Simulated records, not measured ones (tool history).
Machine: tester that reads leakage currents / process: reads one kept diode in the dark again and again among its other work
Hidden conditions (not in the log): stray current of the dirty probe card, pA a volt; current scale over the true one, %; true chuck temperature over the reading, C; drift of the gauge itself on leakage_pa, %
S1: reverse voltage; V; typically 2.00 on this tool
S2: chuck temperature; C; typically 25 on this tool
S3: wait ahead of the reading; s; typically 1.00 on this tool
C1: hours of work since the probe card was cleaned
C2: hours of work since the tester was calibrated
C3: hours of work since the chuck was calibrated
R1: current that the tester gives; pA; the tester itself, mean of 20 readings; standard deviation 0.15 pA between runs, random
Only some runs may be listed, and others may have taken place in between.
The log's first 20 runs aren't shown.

Run 21, hour 700.7: usual settings; C1 1619; C2 1859; C3 704. Result: R1 49.53 pA.
Run 22, hour 728.7: usual settings but S1 5.99 V, S2 37 C, S3 0.77 s; C1 1640; C2 1879; C3 724. Result: R1 207.43 pA.
Run 23, hour 773.5: usual settings but S1 5.99 V, S2 37 C, S3 0.77 s; C1 1672; C2 1912; C3 757. Result: R1 207.31 pA.
Run 24, hour 807.1: usual settings but S1 13.81 V, S2 37 C, S3 0.62 s; C1 1697; C2 1936; C3 782. Result: R1 314.23 pA.
Run 25, hour 842.8: usual settings but S1 13.81 V, S2 37 C, S3 0.62 s; C1 1723; C2 1963; C3 808. Result: R1 315.09 pA.
Run 26, hour 862.6: usual settings but S1 6.46 V, S2 23 C, S3 1.47 s; C1 1738; C2 1977; C3 822. Result: R1 79.36 pA.
Run 27, hour 885.4: usual settings but S2 20 C, S3 4.59 s; C1 1754; C2 1994; C3 839. Result: R1 33.92 pA.
Run 28, hour 920.5: usual settings but S2 20 C, S3 4.59 s; C1 1780; C2 2019; C3 865. Result: R1 33.76 pA.
Run 29, hour 944.9: usual settings but S1 18.20 V, S2 42 C, S3 0.45 s; C1 1798; C2 2037; C3 882. Result: R1 513.06 pA.
Run 30, hour 975.5: usual settings but S1 18.20 V, S2 42 C, S3 0.45 s; C1 1820; C2 2059; C3 905. Result: R1 515.65 pA.
Run 31, hour 1002.2: usual settings but S1 18.20 V, S2 42 C, S3 0.45 s; C1 1839; C2 2079; C3 924. Result: R1 516.11 pA.
Run 32, hour 1034.8: usual settings but S1 1.15 V, S2 42 C, S3 0.45 s; C1 1863; C2 2103; C3 948. Result: R1 137.74 pA.
Run 33, hour 1072.9: usual settings but S1 1.15 V, S2 42 C, S3 0.45 s; C1 1891; C2 2131; C3 976. Result: R1 138.64 pA.
Run 34, hour 1118.2: usual settings but S1 1.15 V, S2 42 C, S3 0.45 s; C1 1924; C2 2164; C3 1009. Result: R1 137.55 pA.
Run 35, hour 1155.2: usual settings but S3 2.28 s; C1 1951; C2 2191; C3 1036. Result: R1 49.32 pA.
Run 36, hour 1180.2: usual settings but S3 2.28 s; C1 1970; C2 2209; C3 1054. Result: R1 49.67 pA.
At hour 1186.3: probe card cleaned and baked.
Run 37, hour 1224.5: usual settings but S3 2.28 s; C1 28; C2 2239; C3 1084. Result: R1 44.36 pA.
Run 38, hour 1261.2: usual settings but S1 1.16 V, S2 20 C, S3 0.33 s; C1 55; C2 2266; C3 1111. Result: R1 23.49 pA.
Run 39, hour 1298.2: usual settings but S1 1.43 V, S2 33 C, S3 0.94 s; C1 82; C2 2293; C3 1138. Result: R1 73.91 pA.
Run 40, hour 1344.9: usual settings but S1 13.28 V, S2 22 C, S3 0.46 s; C1 116; C2 2327; C3 1172. Result: R1 88.55 pA.
Run 41, hour 1388.1: usual settings but S1 8.57 V, S2 31 C; C1 147; C2 2359; C3 1204. Result: R1 141.15 pA.

Here are 3 independent what-if runs from the current tool condition. What would each one return?
Run A, hour 1409.5: usual settings but S2 21 C; C1 163; C2 2374; C3 1220. Result: R1 ?.
Run B, hour 1409.5: usual settings but S1 2.46 V, S3 1.80 s; C1 163; C2 2374; C3 1220. Result: R1 ?.
Run C, hour 1409.5: usual settings but S1 8.57 V, S2 31 C, S3 1.52 s; C1 163; C2 2374; C3 1220. Result: R1 ?.

run      R1
  A   32.23
  B   49.30
  C  141.95
Without the tool's unlogged condition, the same runs would have read:
run      R1
  A   33.76
  B   51.72
  C  148.29
